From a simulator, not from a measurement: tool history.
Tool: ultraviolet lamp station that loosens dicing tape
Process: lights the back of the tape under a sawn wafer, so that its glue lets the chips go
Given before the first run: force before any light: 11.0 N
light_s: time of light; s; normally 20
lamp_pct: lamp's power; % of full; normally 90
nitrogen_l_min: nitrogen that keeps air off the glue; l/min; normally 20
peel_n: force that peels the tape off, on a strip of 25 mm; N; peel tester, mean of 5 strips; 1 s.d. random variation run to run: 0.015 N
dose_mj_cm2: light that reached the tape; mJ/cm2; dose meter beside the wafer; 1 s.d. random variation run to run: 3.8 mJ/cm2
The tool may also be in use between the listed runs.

| run | hour | light_s | lamp_pct | nitrogen_l_min | peel_n | dose_mj_cm2 |
|---|---|---|---|---|---|---|
| 1 | 0 | 20 | 90 | 20 | 1.327 | 470 |
| 2 | 23.4 | 20 | 90 | 20 | 1.343 | 462 |
| 3 | 42.8 | 20 | 90 | 20 | 1.401 | 458 |
| 4 | 61.3 | 20 | 90 | 20 | 1.493 | 450 |
| 5 | 92.6 | 20 | 90 | 20 | 1.544 | 445 |
| 6 | 121.8 | 20 | 90 | 20 | 1.549 | 429 |
| 7 | 146.6 | 20 | 90 | 20 | 1.67 | 419 |
| 8 | 171.2 | 20 | 90 | 20 | 1.777 | 417 |
| 9 | 190.7 | 20 | 90 | 20 | 1.703 | 407 |
| 10 | 207.5 | 20 | 90 | 20 | 1.834 | 406 |
|  | 226.3 | window cleaned of glue's vapour |
| 11 | 234.7 | 20 | 90 | 20 | 1.32 | 476 |
| 12 | 266.4 | 20 | 90 | 20 | 1.369 | 467 |
| 13 | 284.5 | 20 | 90 | 20 | 1.42 | 461 |
| 14 | 308.8 | 20 | 90 | 20 | 1.43 | 453 |
| 15 | 335.5 | 20 | 90 | 20 | 1.522 | 444 |
| 16 | 366 | 31 | 90 | 7 | 1.075 | 664 |
| 17 | 386.4 | 31 | 90 | 7 | 1.147 | 659 |
| 18 | 405 | 11 | 76 | 7 | 5.348 | 194 |
| 19 | 422 | 18 | 90 | 20 | 2.057 | 369 |
| 20 | 447.3 | 39 | 60 | 8 | 1.628 | 519 |
| 21 | 476.9 | 26 | 84 | 38 | 1.033 | 480 |
| 22 | 499.1 | 26 | 84 | 38 | 1.056 | 470 |
| 23 | 524.8 | 11 | 99 | 32 | 3.658 | 229 |
| 24 | 550.2 | 11 | 99 | 32 | 3.567 | 230 |
| 25 | 564.5 | 13 | 99 | 27 | 3.149 | 260 |
| 26 | 581.6 | 16 | 71 | 16 | 3.893 | 229 |
| 27 | 609.1 | 38 | 90 | 17 | 0.711 | 674 |
| 28 | 628.8 | 10 | 91 | 7 | 5.641 | 178 |

What if the next run were any one of these 3? Each begins from the tool's condition after run 28:
| A | 647.3 | 20 | 91 | 20 | ? | ? |
| B | 647.3 | 20 | 99 | 20 | ? | ? |
| C | 647.3 | 24 | 92 | 39 | ? | ? |

| run | peel_n | dose_mj_cm2 |
|---|---|---|
| A | 2.237 | 347 |
| B | 1.975 | 378 |
| C | 1.307 | 417 |
The same runs, with their run-to-run variation unchanged, on a tool lacking any hidden condition would have given:
| run | peel_n | dose_mj_cm2 |
|---|---|---|
| A | 0.67 | 652 |
| B | 0.553 | 711 |
| C | 0.34 | 784 |

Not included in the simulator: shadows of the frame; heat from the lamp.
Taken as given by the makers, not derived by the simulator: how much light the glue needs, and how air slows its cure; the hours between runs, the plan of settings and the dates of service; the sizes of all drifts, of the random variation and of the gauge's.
